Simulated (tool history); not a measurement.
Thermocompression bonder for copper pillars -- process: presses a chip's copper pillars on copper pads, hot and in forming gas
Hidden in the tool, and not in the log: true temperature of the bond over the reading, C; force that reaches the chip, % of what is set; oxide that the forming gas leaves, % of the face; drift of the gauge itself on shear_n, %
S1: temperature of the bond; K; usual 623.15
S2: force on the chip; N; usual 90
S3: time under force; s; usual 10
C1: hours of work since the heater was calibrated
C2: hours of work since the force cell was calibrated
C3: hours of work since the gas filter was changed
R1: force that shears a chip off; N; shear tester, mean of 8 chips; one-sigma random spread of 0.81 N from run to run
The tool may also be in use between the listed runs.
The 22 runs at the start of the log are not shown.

run,hour,S1,S2,S3,C1,C2,C3,R1
23,1524.7,623.15,78,20,288,637,109,66
# hour 1572.7: forming gas filter changed
24,1608.4,623.15,78,20,348,697,26,69.8
25,1673.5,623.15,119,8,395,744,73,65.6
26,1744.4,635.15,83,13,446,795,124,64.8
# hour 1771.7: forming gas filter changed
27,1802,635.15,108,9,487,836,22,70.7
28,1877.7,626.15,102,7,542,891,76,60.6
29,1941.7,617.15,120,18,588,937,122,73.7
# hour 1969.3: forming gas filter changed
30,2002.8,623.15,90,12,632,980,24,66.5
# hour 2043.9: force cell calibrated
31,2055.7,625.15,90,6,669,9,61,56
32,2136.6,647.15,60,12,727,67,119,60.3
# hour 2170.2: forming gas filter changed
33,2211.3,623.15,79,6,780,120,30,53.8
# hour 2279.8: heater calibrated with a thermocouple chip
34,2297.8,632.15,90,10,13,181,90,63
35,2359.4,632.15,90,10,57,225,135,61.4
# hour 2374.6: forming gas filter changed
36,2422,612.15,96,13,102,270,34,64.3
37,2471.5,646.15,64,14,138,306,70,63
38,2549.1,623.15,90,10,194,362,126,59.1
# hour 2571.2: forming gas filter changed
39,2631.8,649.15,75,8,253,421,44,60.2

What if the next run were any one of these 4? Each begins from the tool's condition after run 39:
A,2727.9,613.15,90,10,322,490,113,?
B,2727.9,634.15,113,22,322,490,113,?
C,2727.9,630.15,74,14,322,490,113,?
D,2727.9,640.15,125,8,322,490,113,?

run,R1
A,54.8
B,78.3
C,61.5
D,71.4
Without the tool's unlogged condition, the same runs would have read:
run,R1
A,58.9
B,84.5
C,66.1
D,76.9

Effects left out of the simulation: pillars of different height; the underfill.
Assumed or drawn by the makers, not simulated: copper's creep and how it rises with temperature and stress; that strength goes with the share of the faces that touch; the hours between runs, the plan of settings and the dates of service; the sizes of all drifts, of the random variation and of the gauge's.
